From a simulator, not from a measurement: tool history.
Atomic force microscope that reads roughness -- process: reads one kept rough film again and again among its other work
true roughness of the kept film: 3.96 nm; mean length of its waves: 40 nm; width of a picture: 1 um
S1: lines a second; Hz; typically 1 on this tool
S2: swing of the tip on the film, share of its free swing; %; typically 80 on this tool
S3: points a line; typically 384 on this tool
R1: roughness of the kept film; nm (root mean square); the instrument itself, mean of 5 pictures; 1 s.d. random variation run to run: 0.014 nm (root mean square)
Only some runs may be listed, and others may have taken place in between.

run 1 hour=0 | S1=1 S2=80 S3=384 | R1=3.423
run 2 hour=5.8 | S1=1 S2=80 S3=384 | R1=3.435
run 3 hour=13.2 | S1=1 S2=80 S3=384 | R1=3.426
run 4 hour=20.9 | S1=1 S2=80 S3=384 | R1=3.441
run 5 hour=26.1 | S1=1 S2=80 S3=384 | R1=3.404
-- hour=34.3 new tip fitted
run 6 hour=36.3 | S1=1 S2=80 S3=384 | R1=3.41
run 7 hour=43 | S1=1 S2=58 S3=384 | R1=3.58
run 8 hour=49.2 | S1=1 S2=58 S3=384 | R1=3.628
run 9 hour=59.1 | S1=1 S2=58 S3=384 | R1=3.641
run 10 hour=67.1 | S1=1 S2=80 S3=384 | R1=3.405
run 11 hour=76.5 | S1=1 S2=67 S3=384 | R1=3.578
run 12 hour=80.8 | S1=1 S2=67 S3=384 | R1=3.56
run 13 hour=85.1 | S1=1 S2=80 S3=294 | R1=3.432
run 14 hour=94 | S1=1 S2=80 S3=294 | R1=3.401
run 15 hour=101.6 | S1=1 S2=80 S3=294 | R1=3.421
-- hour=104.6 new tip fitted
run 16 hour=107.3 | S1=1 S2=80 S3=294 | R1=3.402
run 17 hour=114.8 | S1=1 S2=80 S3=294 | R1=3.404
run 18 hour=125.2 | S1=1 S2=80 S3=294 | R1=3.396
run 19 hour=135.6 | S1=1 S2=80 S3=294 | R1=3.403
run 20 hour=143.5 | S1=1 S2=80 S3=294 | R1=3.407
run 21 hour=152.3 | S1=1 S2=80 S3=419 | R1=3.418
run 22 hour=159.7 | S1=1 S2=80 S3=384 | R1=3.435
run 23 hour=167.7 | S1=1 S2=80 S3=384 | R1=3.441
-- hour=174.7 new tip fitted
run 24 hour=178.4 | S1=1 S2=80 S3=384 | R1=3.4
run 25 hour=186.8 | S1=1 S2=80 S3=384 | R1=3.427
run 26 hour=192.2 | S1=2.15 S2=69 S3=263 | R1=3.394
run 27 hour=201.6 | S1=2.15 S2=69 S3=263 | R1=3.323
run 28 hour=210.3 | S1=2.15 S2=69 S3=263 | R1=3.371
run 29 hour=219.5 | S1=1.31 S2=60 S3=263 | R1=3.538
run 30 hour=229.5 | S1=1.31 S2=60 S3=263 | R1=3.545

Predict the results of run 31:
run 31 hour=239.6 | S1=1.31 S2=60 S3=263 | R1=?

Run 31 measured R1 3.553 nm (root mean square).
Minus the tool's unlogged condition, the same run would have read R1 3.559 nm (root mean square).
